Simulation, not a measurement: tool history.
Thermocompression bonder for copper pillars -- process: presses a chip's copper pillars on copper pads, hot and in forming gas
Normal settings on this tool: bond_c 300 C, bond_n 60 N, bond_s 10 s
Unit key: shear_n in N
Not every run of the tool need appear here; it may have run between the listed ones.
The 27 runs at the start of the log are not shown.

run,day,bond_c,bond_n,bond_s,shear_n
28,38.008,309,81,25,114.9
29,39.629,309,81,25,112.1
30,41.479,309,62,25,99.7
# day 43.058: force cell calibrated, once more
31,43.288,309,62,25,96.4
32,44.625,300,65,24,93.2
# day 45.417: forming gas filter changed
33,46.317,283,65,13,69.9
34,48.121,314,84,9,95.5
35,49.829,316,60,11,83.1
36,51.921,304,75,5,67.7
37,53.329,304,75,27,108.6
38,55.079,288,46,11,52.3
39,56.925,288,46,11,52.5
40,58.921,313,62,18,93.8

Predict each of these 3 candidate next runs independently; none follows another, all start after run 40:
A,59.917,312,60,22,?
B,59.917,326,43,7,?
C,59.917,311,60,7,?

run,shear_n
A,95.4
B,59.1
C,68.2
The same runs, with their run-to-run variation unchanged, on a tool lacking any hidden condition would have given:
run,shear_n
A,92.2
B,56.1
C,64.8
